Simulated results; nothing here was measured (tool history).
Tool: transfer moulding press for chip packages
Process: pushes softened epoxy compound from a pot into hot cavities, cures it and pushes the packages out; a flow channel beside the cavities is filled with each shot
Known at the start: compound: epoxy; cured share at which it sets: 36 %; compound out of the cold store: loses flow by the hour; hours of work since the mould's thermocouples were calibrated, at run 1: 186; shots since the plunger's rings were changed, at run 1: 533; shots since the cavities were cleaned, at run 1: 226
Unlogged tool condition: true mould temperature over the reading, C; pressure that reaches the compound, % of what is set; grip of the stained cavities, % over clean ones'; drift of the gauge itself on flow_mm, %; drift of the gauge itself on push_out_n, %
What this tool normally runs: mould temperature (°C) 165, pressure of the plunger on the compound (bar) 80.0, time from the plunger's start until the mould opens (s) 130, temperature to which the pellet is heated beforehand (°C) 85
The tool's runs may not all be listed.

run,hour,mould temperature (°C),pressure of the plunger on the compound (bar),time from the plunger's start until the mould opens (s),temperature to which the pellet is heated beforehand (°C),hours of work since the mould's thermocouples were calibrated,shots since the plunger's rings were changed,shots since the cavities were cleaned,incoming compound's hours out of the cold store,length that the compound runs in the flow channel (mm),greatest force on the pins that push the packages out (N)
1,0.0,165,80.0,130,85,186,533,226,40.8,763,237
2,32.0,165,80.0,130,85,202,773,466,21.2,846,250
# hour 54.0: cavities cleaned with cleaning compound and waxed
3,54.0,165,92.5,130,85,212,926,0,13.7,947,244
4,85.3,165,92.5,130,85,227,1160,234,37.8,845,246
5,102.5,165,80.0,130,83,235,1289,363,37.9,766,235
# hour 137.6: cavities cleaned with cleaning compound and waxed
6,139.9,165,80.0,130,85,253,1557,16,20.6,845,244
7,172.8,165,80.0,130,85,269,1804,263,34.3,790,251
8,208.5,165,80.0,130,85,287,2071,530,35.8,791,232
# hour 222.2: cavities cleaned with cleaning compound and waxed
9,245.0,165,80.0,130,85,304,2332,170,15.4,870,249
10,267.2,165,80.0,130,85,315,2498,336,21.4,835,244
11,294.4,165,80.0,130,85,328,2702,540,33.3,793,239
# hour 307.0: cavities cleaned with cleaning compound and waxed
12,322.2,165,80.0,130,85,341,2898,113,38.1,774,239
13,347.4,165,80.0,130,85,353,3087,302,40.9,767,240
14,366.0,165,80.0,130,86,362,3226,441,18.5,843,248
15,386.3,165,89.9,130,86,372,3378,593,42.5,802,236
# hour 391.7: cavities cleaned with cleaning compound and waxed
16,409.5,165,80.0,133,88,383,3540,133,44.6,749,232
17,437.1,165,80.0,133,88,397,3747,340,41.1,755,240
18,462.8,161,67.0,130,85,409,3939,532,33.6,724,278
# hour 476.1: cavities cleaned with cleaning compound and waxed
19,494.6,165,62.3,170,85,424,4166,139,27.8,710,219
20,516.9,164,80.0,130,85,435,4333,306,11.0,884,252
21,553.6,164,80.0,130,85,453,4607,580,11.3,888,248
# hour 561.0: cavities cleaned with cleaning compound and waxed
# hour 583.5: plunger's sealing rings changed
22,585.4,165,95.1,141,85,467,14,164,34.8,862,239
23,613.2,161,95.1,141,93,480,222,372,31.4,903,247
24,635.6,161,95.1,141,93,491,389,539,8.7,999,269
# hour 647.2: cavities cleaned with cleaning compound and waxed
25,665.5,161,95.1,141,93,505,602,137,46.3,831,254
26,695.6,169,80.0,154,82,520,827,362,23.5,816,225
27,711.6,164,80.0,130,85,528,946,481,21.3,850,249
# hour 733.0: cavities cleaned with cleaning compound and waxed
28,736.6,164,80.0,130,85,539,1122,26,44.3,760,241

Across each entry between runs, compare the hidden state at the last listed run before it with the hidden state at the first listed run after it:
Run 2 -> run 3: cavities cleaned with cleaning compound and waxed (hour 54.0)
  pressure that reaches the compound, % of what is set: 99.94 -> 99.93; grip of the stained cavities, % over clean ones': 1 -> 0
Run 5 -> run 6: cavities cleaned with cleaning compound and waxed (hour 137.6)
  pressure that reaches the compound, % of what is set: 99.91 -> 99.89; grip of the stained cavities, % over clean ones': 0.8 -> 0.1
Run 8 -> run 9: cavities cleaned with cleaning compound and waxed (hour 222.2)
  true mould temperature over the reading, C: 0.01 -> 0.02; pressure that reaches the compound, % of what is set: 99.85 -> 99.83; grip of the stained cavities, % over clean ones': 1.1 -> 0.4
Run 11 -> run 12: cavities cleaned with cleaning compound and waxed (hour 307.0)
  pressure that reaches the compound, % of what is set: 99.81 -> 99.8; grip of the stained cavities, % over clean ones': 1.1 -> 0.3
Run 15 -> run 16: cavities cleaned with cleaning compound and waxed (hour 391.7)
  pressure that reaches the compound, % of what is set: 99.76 -> 99.75; grip of the stained cavities, % over clean ones': 1.2 -> 0.3
Run 18 -> run 19: cavities cleaned with cleaning compound and waxed (hour 476.1)
  pressure that reaches the compound, % of what is set: 99.72 -> 99.71; grip of the stained cavities, % over clean ones': 1.1 -> 0.4
Run 21 -> run 22: cavities cleaned with cleaning compound and waxed (hour 561.0); plunger's sealing rings changed (hour 583.5)
  pressure that reaches the compound, % of what is set: 99.67 -> 99.99; grip of the stained cavities, % over clean ones': 1.1 -> 0.4
Run 24 -> run 25: cavities cleaned with cleaning compound and waxed (hour 647.2)
  pressure that reaches the compound, % of what is set: 99.97 -> 99.95; grip of the stained cavities, % over clean ones': 1.1 -> 0.4
Run 27 -> run 28: cavities cleaned with cleaning compound and waxed (hour 733.0)
  pressure that reaches the compound, % of what is set: 99.93 -> 99.91; grip of the stained cavities, % over clean ones': 1 -> 0.1
